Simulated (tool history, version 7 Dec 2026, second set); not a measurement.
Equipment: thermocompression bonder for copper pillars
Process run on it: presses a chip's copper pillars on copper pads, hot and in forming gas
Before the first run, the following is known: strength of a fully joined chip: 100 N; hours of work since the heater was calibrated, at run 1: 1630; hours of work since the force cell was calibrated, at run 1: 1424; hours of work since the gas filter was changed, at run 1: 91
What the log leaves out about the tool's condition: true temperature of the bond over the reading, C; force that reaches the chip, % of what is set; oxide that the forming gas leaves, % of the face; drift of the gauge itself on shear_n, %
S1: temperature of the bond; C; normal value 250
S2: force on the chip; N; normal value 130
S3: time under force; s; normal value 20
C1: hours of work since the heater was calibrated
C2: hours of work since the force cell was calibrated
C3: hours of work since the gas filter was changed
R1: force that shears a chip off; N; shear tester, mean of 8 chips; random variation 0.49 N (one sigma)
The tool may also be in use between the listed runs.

run 1 hour=0 | S1=250 S2=130 S3=20 | C1=1630 C2=1424 C3=91 | R1=43.9
run 2 hour=81 | S1=235 S2=130 S3=20 | C1=1668 C2=1461 C3=128 | R1=35.2
-- hour=100.4 forming gas filter changed
run 3 hour=162.8 | S1=235 S2=130 S3=17 | C1=1706 C2=1499 C3=29 | R1=34.1
run 4 hour=214 | S1=235 S2=155 S3=17 | C1=1730 C2=1523 C3=53 | R1=38.5
-- hour=223.7 heater calibrated with a thermocouple chip
run 5 hour=278.2 | S1=250 S2=130 S3=20 | C1=25 C2=1552 C3=82 | R1=46.7
run 6 hour=365.9 | S1=250 S2=130 S3=20 | C1=66 C2=1592 C3=122 | R1=46.8
-- hour=394.1 forming gas filter changed
run 7 hour=447.5 | S1=250 S2=130 S3=20 | C1=104 C2=1630 C3=25 | R1=48
run 8 hour=534.7 | S1=250 S2=130 S3=20 | C1=144 C2=1670 C3=65 | R1=47.3
run 9 hour=623.6 | S1=250 S2=130 S3=42 | C1=185 C2=1711 C3=106 | R1=59.4
-- hour=688.7 forming gas filter changed
run 10 hour=702.9 | S1=250 S2=130 S3=42 | C1=222 C2=1748 C3=7 | R1=60.7
run 11 hour=749.5 | S1=250 S2=130 S3=20 | C1=243 C2=1770 C3=28 | R1=48.3
run 12 hour=789.2 | S1=250 S2=130 S3=59 | C1=262 C2=1788 C3=47 | R1=65.9
run 13 hour=857.7 | S1=250 S2=130 S3=59 | C1=294 C2=1820 C3=78 | R1=66.4
run 14 hour=899.3 | S1=250 S2=130 S3=59 | C1=313 C2=1839 C3=98 | R1=65.6
run 15 hour=963.8 | S1=247 S2=183 S3=18 | C1=343 C2=1869 C3=128 | R1=54.8
-- hour=983.1 forming gas filter changed
run 16 hour=1002.3 | S1=250 S2=144 S3=20 | C1=360 C2=1887 C3=9 | R1=51.7
run 17 hour=1044.3 | S1=240 S2=138 S3=20 | C1=380 C2=1906 C3=28 | R1=45
-- hour=1071.9 force cell calibrated
run 18 hour=1124.3 | S1=229 S2=130 S3=26 | C1=416 C2=24 C3=65 | R1=37.6
run 19 hour=1185.7 | S1=250 S2=131 S3=18 | C1=445 C2=53 C3=93 | R1=42.5
run 20 hour=1253.6 | S1=250 S2=131 S3=18 | C1=476 C2=84 C3=125 | R1=42.7
-- hour=1277.9 forming gas filter changed
run 21 hour=1334.7 | S1=266 S2=130 S3=20 | C1=514 C2=122 C3=26 | R1=53.1
run 22 hour=1402.9 | S1=249 S2=120 S3=27 | C1=545 C2=153 C3=58 | R1=45.4
run 23 hour=1481.7 | S1=254 S2=174 S3=57 | C1=582 C2=190 C3=95 | R1=74.6

Measured result minus the same run's result without the hidden state. Both carry the same run-to-run variation, though not necessarily the same gauge scatter:
run=1 R1=-2.6
run=2 R1=-2.8
run=3 R1=-2.1
run=4 R1=-2.5
run=5 R1=+1.3
run=6 R1=+0.9
run=7 R1=+1.9
run=8 R1=+1.4
run=9 R1=+0.7
run=10 R1=+2.1
run=11 R1=+1.7
run=12 R1=+1.4
run=13 R1=+0.9
run=14 R1=+0.6
run=15 R1=+0.4
run=16 R1=+1.9
run=17 R1=+1.4
run=18 R1=-1.3
run=19 R1=-1.7
run=20 R1=-2
run=21 R1=-1.2
run=22 R1=-1.5
run=23 R1=-2.7
